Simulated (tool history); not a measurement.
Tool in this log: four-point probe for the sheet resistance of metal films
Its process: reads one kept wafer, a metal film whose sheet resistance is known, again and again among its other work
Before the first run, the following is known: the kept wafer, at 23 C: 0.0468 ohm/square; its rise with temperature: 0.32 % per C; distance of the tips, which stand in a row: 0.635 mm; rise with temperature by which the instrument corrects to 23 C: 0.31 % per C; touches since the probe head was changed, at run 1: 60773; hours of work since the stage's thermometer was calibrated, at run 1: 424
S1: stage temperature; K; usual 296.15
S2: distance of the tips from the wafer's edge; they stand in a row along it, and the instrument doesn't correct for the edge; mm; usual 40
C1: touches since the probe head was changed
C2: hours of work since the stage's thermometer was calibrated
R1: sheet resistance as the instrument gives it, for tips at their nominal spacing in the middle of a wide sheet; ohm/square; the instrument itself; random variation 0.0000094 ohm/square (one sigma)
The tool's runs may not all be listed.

Run 1, hour 0: usual settings; C1 60773; C2 424. Result: R1 0.046392 ohm/square.
Run 2, hour 74.9: usual settings but S2 41 mm; C1 63817; C2 474. Result: R1 0.046399 ohm/square.
Run 3, hour 175.7: usual settings but S2 41 mm; C1 67915; C2 543. Result: R1 0.046398 ohm/square.
Run 4, hour 223.6: usual settings; C1 69862; C2 575. Result: R1 0.046369 ohm/square.
At hour 250: new probe head fitted.
Run 5, hour 330.3: usual settings; C1 3265; C2 647. Result: R1 0.046504 ohm/square.
Run 6, hour 378: usual settings; C1 5202; C2 680. Result: R1 0.046484 ohm/square.
Run 7, hour 431.2: usual settings; C1 7367; C2 716. Result: R1 0.046483 ohm/square.
Run 8, hour 478.9: usual settings; C1 9304; C2 748. Result: R1 0.046477 ohm/square.
Run 9, hour 571.2: usual settings but S2 45 mm; C1 13055; C2 811. Result: R1 0.046446 ohm/square.
At hour 578.1: stage's thermometer calibrated.
Run 10, hour 622.8: usual settings but S2 45 mm; C1 15134; C2 30. Result: R1 0.046412 ohm/square.
Run 11, hour 724.9: usual settings but S2 45 mm; C1 19283; C2 100. Result: R1 0.046402 ohm/square.
Run 12, hour 800.8: usual settings but S2 45 mm; C1 22367; C2 151. Result: R1 0.046371 ohm/square.
Run 13, hour 866.7: usual settings but S1 292.15 K, S2 19 mm; C1 25045; C2 196. Result: R1 0.046372 ohm/square.
Run 14, hour 940.9: usual settings but S1 305.15 K, S2 4 mm; C1 28059; C2 246. Result: R1 0.047048 ohm/square.
At hour 946.9: stage's thermometer calibrated, once more.
Run 15, hour 1050.1: usual settings but S1 305.15 K, S2 4 mm; C1 32479; C2 70. Result: R1 0.047056 ohm/square.
Run 16, hour 1107.7: usual settings but S1 305.15 K, S2 4 mm; C1 34819; C2 109. Result: R1 0.047058 ohm/square.
Run 17, hour 1187.1: usual settings but S1 305.15 K, S2 4 mm; C1 38045; C2 163. Result: R1 0.047026 ohm/square.
Run 18, hour 1263.3: usual settings but S1 300.15 K, S2 69 mm; C1 41145; C2 215. Result: R1 0.04636 ohm/square.
Run 19, hour 1354.2: usual settings but S1 293.15 K, S2 22 mm; C1 44840; C2 277. Result: R1 0.046312 ohm/square.
Run 20, hour 1456.7: usual settings but S1 291.15 K, S2 4 mm; C1 49005; C2 346. Result: R1 0.046891 ohm/square.
Run 21, hour 1523: usual settings but S1 291.15 K, S2 4 mm; C1 51700; C2 391. Result: R1 0.046894 ohm/square.
Run 22, hour 1602.4: usual settings but S1 306.15 K, S2 7 mm; C1 54924; C2 445. Result: R1 0.046554 ohm/square.
Run 23, hour 1696.9: usual settings but S1 307.15 K, S2 4 mm; C1 58767; C2 509. Result: R1 0.046963 ohm/square.

Subtracting, for every run, the result it would have given without the tool's unlogged condition from the measured result gives the following. The same run-to-run variation enters both numbers; the gauge's scatter may not:
Unlogged tool condition in this case: inner tips' distance over the nominal, %; tips' flats over new ones', %; wafer's true temperature over the reading, C; drift of the gauge itself on sheet_ohm, %.
run         R1
  1  -0.000392
  2  -0.000407
  3  -0.000425
  4  -0.000435
  5  -0.000311
  6   -0.00032
  7  -0.000329
  8  -0.000337
  9  -0.000354
 10  -0.000378
 11  -0.000397
 12   -0.00041
 13  -0.000421
 14  -0.000439
 15  -0.000428
 16  -0.000439
 17  -0.000452
 18  -0.000459
 19  -0.000476
 20    -0.0005
 21  -0.000513
 22  -0.000521
 23  -0.000542

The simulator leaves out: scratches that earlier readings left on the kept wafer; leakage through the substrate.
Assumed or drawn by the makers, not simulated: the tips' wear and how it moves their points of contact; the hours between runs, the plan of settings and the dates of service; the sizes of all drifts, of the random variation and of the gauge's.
